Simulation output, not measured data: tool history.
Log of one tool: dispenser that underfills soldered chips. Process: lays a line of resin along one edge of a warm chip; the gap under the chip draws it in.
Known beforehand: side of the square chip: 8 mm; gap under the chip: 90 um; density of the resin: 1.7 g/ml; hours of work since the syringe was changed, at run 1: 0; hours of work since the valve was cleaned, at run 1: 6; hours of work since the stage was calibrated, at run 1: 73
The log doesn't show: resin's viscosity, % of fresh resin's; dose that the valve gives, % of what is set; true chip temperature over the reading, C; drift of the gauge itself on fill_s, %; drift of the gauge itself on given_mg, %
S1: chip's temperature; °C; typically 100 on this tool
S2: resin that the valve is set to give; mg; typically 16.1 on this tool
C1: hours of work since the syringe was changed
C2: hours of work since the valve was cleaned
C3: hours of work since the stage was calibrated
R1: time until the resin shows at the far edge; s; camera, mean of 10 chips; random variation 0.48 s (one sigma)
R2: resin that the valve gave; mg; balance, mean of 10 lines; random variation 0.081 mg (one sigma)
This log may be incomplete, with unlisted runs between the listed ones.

run  hour   S1    S2  C1  C2   C3    R1     R2
  1   0.0  100  16.1   0   6   73  38.3  15.95
  2   3.9  100  14.7   2   9   75  43.5  14.73
  3   6.8  100  14.7   4  10   77  49.2  14.44
  4  10.0  100  14.7   6  12   79  54.8  14.59
  5  13.6  100  14.7   8  15   81  63.5  14.46
  6  15.8  100  14.7  10  16   83  68.0  14.47
     17.0  -- new syringe of resin
  7  18.2  100  14.7   1  17   84  41.3  14.52
  8  22.3   94  16.1   3  20   86  55.8  15.92
  9  26.9   93  16.1   6  22   89  70.0  15.85
 10  29.2   93  16.1   7  24   91  75.6  15.85
 11  33.3  100  20.5  10  26   93  67.3  20.19
     34.0  -- new syringe of resin
 12  37.8  100  20.5   2  29   96  43.3  20.20
 13  42.3  100  20.5   5  32   98  50.3  19.97
 14  46.8  100  20.5   8  34  101  59.9  20.09
 15  50.1  100  20.5  10  36  103  67.3  20.03
     51.2  -- new syringe of resin
 16  52.3   91  16.1   1  38  104  55.2  15.68
 17  55.6   88  14.2   3  40  106  70.7  13.82
 18  59.7  113  16.4   5  42  109  34.4  15.79
 19  62.7   90  17.6   7  44  111  81.7  17.02
 20  65.2   98  14.0   9  46  112  70.2  13.66
     68.2  -- new syringe of resin
 21  69.8   98  14.0   1  48  115  43.7  13.43
     74.4  -- dispensing valve cleaned and set on the balance
 22  74.8   92  16.5   3   0  117  60.3  16.55
 23  78.8   92  16.5   6   3  120  69.8  16.30

Branching from run 23: 3 alternative next runs. What would each branch give?
  A  81.1  103  19.6   7   4  121   ?   ?
  B  81.1  100  17.3   7   4  121   ?   ?
  C  81.1   87  16.1   7   4  121   ?   ?

run    R1     R2
  A  51.8  19.31
  B  56.8  17.18
  C  91.0  16.13
Take away the tool's hidden state, keep each run's random variation, and the runs would have read:
run    R1     R2
  A  33.7  19.39
  B  37.0  17.25
  C  59.2  16.20
